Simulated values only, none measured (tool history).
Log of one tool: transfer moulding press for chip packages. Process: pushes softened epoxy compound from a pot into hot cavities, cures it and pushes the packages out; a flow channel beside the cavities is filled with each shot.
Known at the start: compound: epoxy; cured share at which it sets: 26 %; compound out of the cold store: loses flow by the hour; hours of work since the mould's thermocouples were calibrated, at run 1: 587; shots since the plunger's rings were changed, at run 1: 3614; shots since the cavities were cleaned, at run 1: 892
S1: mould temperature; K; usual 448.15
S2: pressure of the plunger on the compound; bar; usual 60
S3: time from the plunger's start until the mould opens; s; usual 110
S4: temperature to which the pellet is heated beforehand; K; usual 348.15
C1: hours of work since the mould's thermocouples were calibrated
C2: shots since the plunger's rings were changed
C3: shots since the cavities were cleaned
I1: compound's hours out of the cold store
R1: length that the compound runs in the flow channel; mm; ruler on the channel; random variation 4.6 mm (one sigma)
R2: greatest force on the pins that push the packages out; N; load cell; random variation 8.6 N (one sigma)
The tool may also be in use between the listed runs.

run,hour,S1,S2,S3,S4,C1,C2,C3,I1,R1,R2
1,0,448.15,60,110,348.15,587,3614,892,25.5,699,692
# hour 17.7: cavities cleaned with cleaning compound and waxed
2,31.7,442.15,60,110,348.15,608,3982,170,14.8,777,791
3,61.3,448.15,60,110,351.15,629,4343,531,24.2,698,641
4,75.9,448.15,60,110,351.15,639,4521,709,17.5,730,676
5,99.8,448.15,60,110,351.15,656,4812,1000,44,613,666
# hour 109.2: cavities cleaned with cleaning compound and waxed
6,122.4,448.15,60,103,348.15,671,5070,162,27.4,675,554
7,149.7,448.15,60,110,348.15,690,5402,494,34.4,645,601
8,175.9,443.15,60,110,348.15,709,5722,814,42.2,631,869
# hour 201.3: cavities cleaned with cleaning compound and waxed
9,201.6,443.15,60,110,348.15,726,6017,4,16,730,590
10,219.9,448.15,57.5,110,348.15,739,6240,227,22.5,666,552
11,239.6,448.15,45.2,120,348.15,753,6481,468,23.8,583,577
12,259.3,451.15,60,110,348.15,767,6721,708,47.9,575,616
# hour 270.9: plunger's sealing rings changed
13,291.6,442.15,58.9,143,347.15,788,251,1070,29.9,740,686
# hour 294.7: cavities cleaned with cleaning compound and waxed
14,309.3,442.15,58.9,143,347.15,799,449,178,41,695,495
15,334.6,446.15,73.8,133,347.15,817,758,487,27,820,542
16,359,443.15,73.8,133,347.15,834,1055,784,34.5,791,667

The same runs without the tool's hidden state, with the same run-to-run variation:
The hidden state here: true mould temperature over the reading, C; pressure that reaches the compound, % of what is set; grip of the stained cavities, % over clean ones'; drift of the gauge itself on flow_mm, %; drift of the gauge itself on push_out_n, %.
run,R1,R2
1,741,373
2,828,551
3,750,376
4,787,375
5,665,356
6,735,402
7,707,355
8,695,450
9,808,516
10,742,370
11,653,349
12,646,351
13,738,364
14,696,356
15,826,323
16,801,358
